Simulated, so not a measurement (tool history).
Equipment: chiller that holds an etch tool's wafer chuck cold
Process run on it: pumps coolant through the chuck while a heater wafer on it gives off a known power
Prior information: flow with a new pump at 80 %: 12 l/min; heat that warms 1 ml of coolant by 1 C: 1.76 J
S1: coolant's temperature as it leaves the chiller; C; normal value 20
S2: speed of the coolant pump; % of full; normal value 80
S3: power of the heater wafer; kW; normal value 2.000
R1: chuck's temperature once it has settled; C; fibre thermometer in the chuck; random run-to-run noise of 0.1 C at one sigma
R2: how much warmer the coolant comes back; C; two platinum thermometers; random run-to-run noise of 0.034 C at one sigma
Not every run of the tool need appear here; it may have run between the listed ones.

run 1 hour=0.0 | S1=20 S2=80 S3=2.000 | R1=40.4 R2=5.62
run 2 hour=54.3 | S1=20 S2=80 S3=2.000 | R1=40.6 R2=5.63
run 3 hour=82.9 | S1=20 S2=80 S3=2.000 | R1=40.5 R2=5.72
run 4 hour=137.3 | S1=20 S2=98 S3=2.000 | R1=37.5 R2=4.58
run 5 hour=168.1 | S1=20 S2=98 S3=2.000 | R1=37.5 R2=4.57
run 6 hour=202.3 | S1=20 S2=98 S3=2.000 | R1=37.7 R2=4.59
run 7 hour=245.4 | S1=20 S2=98 S3=2.000 | R1=37.6 R2=4.58
run 8 hour=302.2 | S1=20 S2=80 S3=2.000 | R1=40.7 R2=5.69
run 9 hour=352.4 | S1=20 S2=80 S3=2.000 | R1=40.8 R2=5.69
run 10 hour=382.4 | S1=20 S2=80 S3=2.843 | R1=49.7 R2=8.09
-- hour=403.1 chiller's thermometer calibrated
run 11 hour=428.8 | S1=20 S2=80 S3=2.843 | R1=49.8 R2=8.18
run 12 hour=464.1 | S1=11 S2=80 S3=2.843 | R1=40.8 R2=8.12
run 13 hour=500.7 | S1=11 S2=80 S3=2.843 | R1=40.8 R2=8.13
run 14 hour=554.2 | S1=16 S2=80 S3=2.000 | R1=37.0 R2=5.70
run 15 hour=607.5 | S1=16 S2=80 S3=2.000 | R1=37.0 R2=5.76
run 16 hour=644.6 | S1=23 S2=80 S3=2.000 | R1=44.0 R2=5.76
run 17 hour=677.7 | S1=17 S2=74 S3=2.640 | R1=46.7 R2=8.29
run 18 hour=737.3 | S1=23 S2=88 S3=2.640 | R1=49.0 R2=6.90
run 19 hour=793.4 | S1=10 S2=80 S3=2.000 | R1=31.1 R2=5.74
run 20 hour=845.9 | S1=10 S2=80 S3=2.000 | R1=31.2 R2=5.76
run 21 hour=903.5 | S1=16 S2=96 S3=1.865 | R1=33.0 R2=4.44
run 22 hour=932.2 | S1=20 S2=98 S3=2.636 | R1=44.1 R2=6.08
run 23 hour=987.1 | S1=10 S2=98 S3=2.000 | R1=28.1 R2=4.65
run 24 hour=1033.8 | S1=20 S2=64 S3=1.516 | R1=39.3 R2=5.60
run 25 hour=1062.8 | S1=20 S2=64 S3=1.516 | R1=39.1 R2=5.53
run 26 hour=1089.1 | S1=20 S2=64 S3=1.516 | R1=39.5 R2=5.52
run 27 hour=1142.2 | S1=20 S2=64 S3=1.516 | R1=39.5 R2=5.54
run 28 hour=1197.6 | S1=26 S2=64 S3=1.516 | R1=45.5 R2=5.56
run 29 hour=1231.1 | S1=26 S2=64 S3=1.811 | R1=49.4 R2=6.64
run 30 hour=1286.5 | S1=26 S2=64 S3=1.811 | R1=49.3 R2=6.71
run 31 hour=1316.5 | S1=17 S2=92 S3=1.811 | R1=34.4 R2=4.56

Per-run results on a tool with no hidden state, each run keeping its own random variation:
Hidden state present: heat passed by the chuck's channels, % of clean ones'; flow at a given pump speed, % of a new pump's; coolant's true temperature over the reading, C; drift of the gauge itself on chuck_c, C; drift of the gauge itself on warmer_back_c, C.
run=1 R1=39.9 R2=5.61
run=2 R1=40.0 R2=5.61
run=3 R1=39.9 R2=5.70
run=4 R1=37.0 R2=4.56
run=5 R1=37.0 R2=4.55
run=6 R1=37.1 R2=4.57
run=7 R1=37.0 R2=4.55
run=8 R1=40.0 R2=5.65
run=9 R1=40.0 R2=5.64
run=10 R1=48.5 R2=8.02
run=11 R1=48.4 R2=8.10
run=12 R1=39.4 R2=8.04
run=13 R1=39.4 R2=8.05
run=14 R1=35.9 R2=5.64
run=15 R1=36.0 R2=5.69
run=16 R1=42.9 R2=5.69
run=17 R1=45.1 R2=8.18
run=18 R1=47.5 R2=6.80
run=19 R1=30.0 R2=5.65
run=20 R1=30.0 R2=5.67
run=21 R1=32.0 R2=4.36
run=22 R1=42.6 R2=5.97
run=23 R1=27.0 R2=4.56
run=24 R1=38.1 R2=5.49
run=25 R1=37.8 R2=5.42
run=26 R1=38.3 R2=5.41
run=27 R1=38.2 R2=5.42
run=28 R1=44.2 R2=5.44
run=29 R1=47.8 R2=6.49
run=30 R1=47.6 R2=6.55
run=31 R1=33.2 R2=4.46
